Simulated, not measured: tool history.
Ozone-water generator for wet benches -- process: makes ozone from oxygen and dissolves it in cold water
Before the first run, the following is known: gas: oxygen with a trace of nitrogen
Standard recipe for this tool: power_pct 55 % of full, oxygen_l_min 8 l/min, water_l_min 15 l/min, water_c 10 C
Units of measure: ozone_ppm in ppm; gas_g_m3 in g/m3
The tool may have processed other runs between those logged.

| run | hour | power_pct | oxygen_l_min | water_l_min | water_c | ozone_ppm | gas_g_m3 |
|---|---|---|---|---|---|---|---|
| 1 | 0 | 55 | 8 | 15 | 10 | 33.2 | 189.5 |
| 2 | 108.3 | 55 | 8 | 15 | 10 | 32.9 | 189.2 |
| 3 | 305.3 | 55 | 8 | 15 | 10 | 33.4 | 186.1 |
| 4 | 513.4 | 55 | 6.26 | 15 | 10 | 33.3 | 211.1 |
| 5 | 654.8 | 55 | 6.26 | 15 | 10 | 32.6 | 210.2 |
| 6 | 819.9 | 55 | 8 | 15 | 10 | 32.3 | 182.8 |
| 7 | 929.2 | 55 | 8 | 15 | 6 | 34.6 | 182.8 |
| 8 | 1109.8 | 55 | 8 | 15 | 8 | 33.4 | 181.9 |
| 9 | 1304.3 | 55 | 8 | 15 | 8 | 33 | 180.4 |
| 10 | 1488.8 | 55 | 8 | 15 | 8 | 33.3 | 179.4 |
| 11 | 1616.8 | 55 | 8 | 15 | 5 | 34.4 | 180.1 |
| 12 | 1818.7 | 55 | 8 | 15 | 5 | 34.4 | 177 |
| 13 | 2005.5 | 55 | 14.11 | 15 | 10 | 28.2 | 131.3 |
| 14 | 2124.5 | 69 | 8 | 15 | 10 | 34.8 | 197.4 |
| 15 | 2315.6 | 69 | 8 | 15 | 10 | 34.2 | 196 |
| 16 | 2463.7 | 69 | 8 | 15 | 10 | 33.9 | 194.5 |
| 17 | 2559.4 | 55 | 8 | 10 | 10 | 37.8 | 174.4 |
| 18 | 2778 | 70 | 6.2 | 14 | 6 | 38.6 | 222.7 |
| 19 | 2920.4 | 55 | 4.34 | 15 | 10 | 30.6 | 236.6 |
| 20 | 3047.1 | 55 | 6.24 | 13 | 10 | 32.9 | 197.4 |
| 21 | 3170.4 | 60 | 5.66 | 15 | 10 | 31.3 | 211.6 |
| 22 | 3379.7 | 60 | 5.66 | 15 | 10 | 31.2 | 213.7 |
| 23 | 3495.4 | 53 | 8 | 15 | 9 | 29.5 | 166 |
| 24 | 3607.6 | 45 | 4.74 | 22 | 11 | 19.7 | 202.1 |
| 25 | 3707.2 | 41 | 11.2 | 10 | 7 | 31.6 | 121.6 |
| 26 | 3909.9 | 41 | 11.2 | 10 | 7 | 31.7 | 122.6 |
| 27 | 4028.3 | 55 | 4.28 | 18 | 10 | 25.4 | 236.3 |
| 28 | 4166.9 | 55 | 8 | 22 | 9 | 30.5 | 221.3 |
| 29 | 4335.8 | 55 | 7.25 | 22 | 10 | 29.7 | 233.6 |
| 30 | 4445 | 68 | 8 | 14 | 10 | 45.9 | 251.3 |
| 31 | 4618.7 | 65 | 8 | 15 | 10 | 42.1 | 244.7 |
| 32 | 4786 | 65 | 8 | 15 | 6 | 44.9 | 243.2 |
| 33 | 4879 | 45 | 8 | 11 | 10 | 39.6 | 191.4 |

Between the runs listed above, the log contained 3 entries, not reproduced here. Where in the sequence does each belong, and how does what the log doesn't record of the tool's condition differ from the listed run before to the listed run after?
Run 1 -> run 2: water thermometer calibrated (hour 80.2)
  yield of the discharge, % of new electrodes': 81.3 -> 81; contactor's efficiency, % of a clean one's: 100 -> 99.8; true water temperature over the reading, C: 0.14 -> -0.01
  measured result minus the result with no hidden state, ozone_ppm: -6.5 -> -6.5 ppm; gas_g_m3: -36.7 -> -37.5 g/m3
Run 23 -> run 24: water thermometer calibrated (hour 3569.2)
  yield of the discharge, % of new electrodes': 71.7 -> 71.4; contactor's efficiency, % of a clean one's: 95.6 -> 95.4; true water temperature over the reading, C: 0.08 -> -0.01
  measured result minus the result with no hidden state, ozone_ppm: -10.5 -> -6.3 ppm; gas_g_m3: -54.1 -> -58.8 g/m3
Run 27 -> run 28: electrodes of the discharge changed (hour 4090.8)
  yield of the discharge, % of new electrodes': 70.4 -> 98.5; contactor's efficiency, % of a clean one's: 94.9 -> 94.7
  measured result minus the result with no hidden state, ozone_ppm: -9.9 -> -1.3 ppm; gas_g_m3: -83.9 -> -2.9 g/m3
